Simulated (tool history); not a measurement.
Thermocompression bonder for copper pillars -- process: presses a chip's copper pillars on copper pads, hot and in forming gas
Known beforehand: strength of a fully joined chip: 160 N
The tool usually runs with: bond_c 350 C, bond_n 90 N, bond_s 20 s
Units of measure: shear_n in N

run    hour  bond_c  bond_n  bond_s  shear_n
  1       0     350      90      20     78.9
  2    21.9     350      90      20     85.4
  3    53.8     350      90      20     81.3
  4    71.5     350      90      10     63.2
  5   107.8     350      90      10     63.9
  6   141.9     350      90      20     80.5
  7   180.9     350      90      20     87.8
  8   217.5     350      90      20     82.8
  9   239.3     350      90      20     82.5
 10   267.9     350      90      20     82.4
 11   301.1     350      90      20     81.1
 12   338.2     350      90      20     80.5
 13     374     350      90      20     82.9
 14   394.8     350      90      10     66.5
 15   434.4     350      90      20     85.2
 16   460.5     350      90      20     83.5
 17   492.2     350      90      20     81.5
 18   511.5     350      90      20     81.5
 19   529.1     350      90      20     85.7
 20   564.8     350      90      20     86.7
 21   602.9     350      56      16     64.5
 22   627.7     338      75      20     67.2
 23   658.4     338      75      20     63.4
 24   689.9     350      90      12     66.2
 25   726.9     350     101      50    112.6
 26   760.2     357      63      50       99
 27   780.2     357      63      50     98.4
 28   809.6     350      90      47    102.2
 29   843.8     362      90      39      106
 30   875.9     362      58      42     97.1
 31   903.3     371      90      14     89.4
 32   927.7     371      93      14     90.4
 33   958.4     367      87      34    108.9
 34   993.6     367      87      34    106.2
 35    1011     335     114      21     76.9
 36  1036.8     331     131      21     78.1
 37  1060.6     331     131      21     81.9
 38  1080.9     349     101      13     75.3
 39  1099.5     359      90      20     92.3

Missing from the log above: 8 entries noted between runs. For each, name the pair of listed runs it sits between and say how the tool's hidden condition differs from the listed run just before to the listed run just after:
In the gap between runs 1 and 2: forming gas filter changed (hour 3.6)
  true temperature of the bond over the reading, C: 3.5 -> 3.6; force that reaches the chip, % of what is set: 100.5 -> 100.6; oxide that the forming gas leaves, % of the face: 6.19 -> 1.29
  what was measured, less what the result would be without the hidden state, shear_n: -1.7 -> +2.6 N
In the gap between runs 6 and 7: forming gas filter changed (hour 177)
  true temperature of the bond over the reading, C: 4.3 -> 4.6; force that reaches the chip, % of what is set: 101.2 -> 101.4; oxide that the forming gas leaves, % of the face: 5.45 -> 0.69
  what was measured, less what the result would be without the hidden state, shear_n: -0.1 -> +4.3 N
In the gap between runs 12 and 13: forming gas filter changed (hour 350.4)
  true temperature of the bond over the reading, C: 5.5 -> 5.7; force that reaches the chip, % of what is set: 102.2 -> 102.3; oxide that the forming gas leaves, % of the face: 6.35 -> 1.55
  what was measured, less what the result would be without the hidden state, shear_n: +0.3 -> +4.6 N
In the gap between runs 18 and 19: forming gas filter changed (hour 521.9)
  true temperature of the bond over the reading, C: 6.5 -> 6.6; force that reaches the chip, % of what is set: 103 -> 103.1; oxide that the forming gas leaves, % of the face: 6.43 -> 0.84
  what was measured, less what the result would be without the hidden state, shear_n: +1.3 -> +6.3 N
In the gap between runs 22 and 23: heater calibrated with a thermocouple chip (hour 640.4)
  true temperature of the bond over the reading, C: 7.2 -> 0.3; force that reaches the chip, % of what is set: 103.5 -> 103.7; oxide that the forming gas leaves, % of the face: 4.25 -> 5.27
  what was measured, less what the result would be without the hidden state, shear_n: +4 -> -1.8 N
In the gap between runs 24 and 25: forming gas filter changed (hour 696.6)
  true temperature of the bond over the reading, C: 0.5 -> 0.7; force that reaches the chip, % of what is set: 103.8 -> 104; oxide that the forming gas leaves, % of the face: 6.41 -> 1.74
  what was measured, less what the result would be without the hidden state, shear_n: -2.5 -> +0.7 N
In the gap between runs 29 and 30: forming gas filter changed (hour 870.3)
  true temperature of the bond over the reading, C: 1.4 -> 1.6; force that reaches the chip, % of what is set: 104.5 -> 104.7; oxide that the forming gas leaves, % of the face: 5.86 -> 0.78
  what was measured, less what the result would be without the hidden state, shear_n: -3.2 -> +2.7 N
In the gap between runs 36 and 37: forming gas filter changed (hour 1041.9)
  true temperature of the bond over the reading, C: 2.5 -> 2.6; force that reaches the chip, % of what is set: 105.5 -> 105.6; oxide that the forming gas leaves, % of the face: 6.71 -> 1.27
  what was measured, less what the result would be without the hidden state, shear_n: -1 -> +3.6 N
